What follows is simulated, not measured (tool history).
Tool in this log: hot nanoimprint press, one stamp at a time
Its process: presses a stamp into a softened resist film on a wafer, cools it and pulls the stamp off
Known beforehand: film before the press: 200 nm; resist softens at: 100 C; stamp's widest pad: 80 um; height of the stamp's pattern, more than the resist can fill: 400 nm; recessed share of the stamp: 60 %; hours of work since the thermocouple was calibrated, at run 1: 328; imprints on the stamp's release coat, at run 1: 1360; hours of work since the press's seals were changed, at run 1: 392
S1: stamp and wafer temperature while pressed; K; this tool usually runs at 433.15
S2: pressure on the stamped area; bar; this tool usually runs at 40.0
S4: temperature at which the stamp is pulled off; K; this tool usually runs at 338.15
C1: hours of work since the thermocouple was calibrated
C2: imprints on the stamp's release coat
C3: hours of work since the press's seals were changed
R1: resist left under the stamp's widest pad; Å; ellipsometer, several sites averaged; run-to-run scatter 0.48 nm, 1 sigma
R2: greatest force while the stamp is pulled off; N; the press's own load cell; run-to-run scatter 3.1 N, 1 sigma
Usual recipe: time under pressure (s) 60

{"run": 1, "day": 0.0, "S1": 433.15, "S2": 40.0, "time under pressure (s)": 60, "S4": 338.15, "C1": 328, "C2": 1360, "C3": 392, "R1": 978, "R2": 244}
{"run": 2, "day": 1.075, "S1": 433.15, "S2": 40.0, "time under pressure (s)": 60, "S4": 326.15, "C1": 339, "C2": 1440, "C3": 404, "R1": 968, "R2": 293}
{"run": 3, "day": 2.188, "S1": 433.15, "S2": 40.0, "time under pressure (s)": 60, "S4": 326.15, "C1": 352, "C2": 1523, "C3": 416, "R1": 975, "R2": 294}
{"run": 4, "day": 3.012, "S1": 433.15, "S2": 41.4, "time under pressure (s)": 60, "S4": 338.15, "C1": 361, "C2": 1584, "C3": 425, "R1": 964, "R2": 255}
{"run": 5, "day": 3.554, "S1": 433.15, "S2": 40.0, "time under pressure (s)": 60, "S4": 338.15, "C1": 367, "C2": 1624, "C3": 431, "R1": 992, "R2": 250}
{"run": 6, "day": 4.221, "S1": 433.15, "S2": 40.0, "time under pressure (s)": 60, "S4": 338.15, "C1": 374, "C2": 1674, "C3": 439, "R1": 987, "R2": 260}
{"day": 4.638, "done": "stamp cleaned and given a new release coat"}
{"run": 7, "day": 5.612, "S1": 433.15, "S2": 40.0, "time under pressure (s)": 60, "S4": 338.15, "C1": 387, "C2": 72, "C3": 451, "R1": 982, "R2": 191}
{"run": 8, "day": 6.462, "S1": 433.15, "S2": 40.0, "time under pressure (s)": 60, "S4": 338.15, "C1": 396, "C2": 135, "C3": 461, "R1": 994, "R2": 191}
{"run": 9, "day": 7.067, "S1": 433.15, "S2": 40.0, "time under pressure (s)": 60, "S4": 338.15, "C1": 403, "C2": 180, "C3": 468, "R1": 995, "R2": 195}
{"run": 10, "day": 8.129, "S1": 433.15, "S2": 40.0, "time under pressure (s)": 60, "S4": 338.15, "C1": 415, "C2": 259, "C3": 479, "R1": 981, "R2": 206}
{"run": 11, "day": 9.179, "S1": 433.15, "S2": 40.0, "time under pressure (s)": 60, "S4": 338.15, "C1": 426, "C2": 337, "C3": 491, "R1": 985, "R2": 207}
{"run": 12, "day": 9.912, "S1": 426.15, "S2": 40.0, "time under pressure (s)": 60, "S4": 338.15, "C1": 434, "C2": 391, "C3": 499, "R1": 1358, "R2": 208}
{"run": 13, "day": 10.508, "S1": 426.15, "S2": 40.0, "time under pressure (s)": 60, "S4": 338.15, "C1": 441, "C2": 436, "C3": 506, "R1": 1378, "R2": 206}
{"run": 14, "day": 11.508, "S1": 433.15, "S2": 40.0, "time under pressure (s)": 60, "S4": 338.15, "C1": 452, "C2": 509, "C3": 517, "R1": 994, "R2": 208}
{"day": 11.729, "done": "plate thermocouple calibrated"}
{"run": 15, "day": 12.35, "S1": 433.15, "S2": 40.0, "time under pressure (s)": 60, "S4": 338.15, "C1": 7, "C2": 563, "C3": 525, "R1": 1003, "R2": 211}
{"run": 16, "day": 13.15, "S1": 433.15, "S2": 40.0, "time under pressure (s)": 60, "S4": 338.15, "C1": 16, "C2": 622, "C3": 533, "R1": 1004, "R2": 219}
{"run": 17, "day": 14.104, "S1": 433.15, "S2": 50.1, "time under pressure (s)": 117, "S4": 338.15, "C1": 26, "C2": 693, "C3": 544, "R1": 699, "R2": 221}
{"run": 18, "day": 14.571, "S1": 426.15, "S2": 40.0, "time under pressure (s)": 60, "S4": 338.15, "C1": 31, "C2": 727, "C3": 549, "R1": 1387, "R2": 230}
{"day": 14.929, "done": "plate thermocouple calibrated, once more"}
{"run": 19, "day": 15.646, "S1": 426.15, "S2": 40.0, "time under pressure (s)": 60, "S4": 338.15, "C1": 8, "C2": 798, "C3": 560, "R1": 1317, "R2": 222}
{"run": 20, "day": 16.154, "S1": 433.15, "S2": 50.1, "time under pressure (s)": 60, "S4": 340.15, "C1": 14, "C2": 836, "C3": 565, "R1": 859, "R2": 215}
{"run": 21, "day": 16.854, "S1": 433.15, "S2": 44.6, "time under pressure (s)": 32, "S4": 338.15, "C1": 21, "C2": 888, "C3": 573, "R1": 1143, "R2": 214}
{"run": 22, "day": 17.612, "S1": 433.15, "S2": 44.6, "time under pressure (s)": 32, "S4": 338.15, "C1": 30, "C2": 944, "C3": 581, "R1": 1148, "R2": 226}
{"run": 23, "day": 18.479, "S1": 425.15, "S2": 61.5, "time under pressure (s)": 112, "S4": 338.15, "C1": 39, "C2": 1008, "C3": 591, "R1": 993, "R2": 229}
{"run": 24, "day": 19.038, "S1": 425.15, "S2": 33.0, "time under pressure (s)": 87, "S4": 327.15, "C1": 45, "C2": 1050, "C3": 597, "R1": 1309, "R2": 274}
{"run": 25, "day": 19.825, "S1": 440.15, "S2": 35.4, "time under pressure (s)": 117, "S4": 345.15, "C1": 54, "C2": 1108, "C3": 606, "R1": 520, "R2": 207}
{"run": 26, "day": 20.396, "S1": 440.15, "S2": 35.4, "time under pressure (s)": 117, "S4": 345.15, "C1": 60, "C2": 1150, "C3": 612, "R1": 525, "R2": 207}
{"run": 27, "day": 20.946, "S1": 424.15, "S2": 27.7, "time under pressure (s)": 97, "S4": 326.15, "C1": 66, "C2": 1191, "C3": 618, "R1": 1403, "R2": 283}
{"run": 28, "day": 21.8, "S1": 429.15, "S2": 28.6, "time under pressure (s)": 110, "S4": 333.15, "C1": 76, "C2": 1254, "C3": 628, "R1": 1071, "R2": 256}
{"run": 29, "day": 22.858, "S1": 429.15, "S2": 28.6, "time under pressure (s)": 30, "S4": 340.15, "C1": 88, "C2": 1333, "C3": 639, "R1": 1533, "R2": 222}
{"run": 30, "day": 23.508, "S1": 435.15, "S2": 40.0, "time under pressure (s)": 60, "S4": 340.15, "C1": 95, "C2": 1381, "C3": 646, "R1": 871, "R2": 238}
{"run": 31, "day": 24.254, "S1": 441.15, "S2": 40.0, "time under pressure (s)": 32, "S4": 330.15, "C1": 103, "C2": 1436, "C3": 655, "R1": 823, "R2": 276}

Here are 3 independent what-if runs from the current tool condition. What would each one return?
{"run": "A", "day": 25.358, "S1": 441.15, "S2": 40.0, "time under pressure (s)": 43, "S4": 331.15, "C1": 115, "C2": 1518, "C3": 667, "R1": "?", "R2": "?"}
{"run": "B", "day": 25.358, "S1": 441.15, "S2": 63.8, "time under pressure (s)": 41, "S4": 326.15, "C1": 115, "C2": 1518, "C3": 667, "R1": "?", "R2": "?"}
{"run": "C", "day": 25.358, "S1": 433.15, "S2": 40.0, "time under pressure (s)": 60, "S4": 337.15, "C1": 115, "C2": 1518, "C3": 667, "R1": "?", "R2": "?"}

run=A R1=739 R2=270
run=B R1=616 R2=299
run=C R1=975 R2=262
Had the tool no hidden state, the same runs would have come out as:
run=A R1=704 R2=203
run=B R1=579 R2=225
run=C R1=930 R2=196
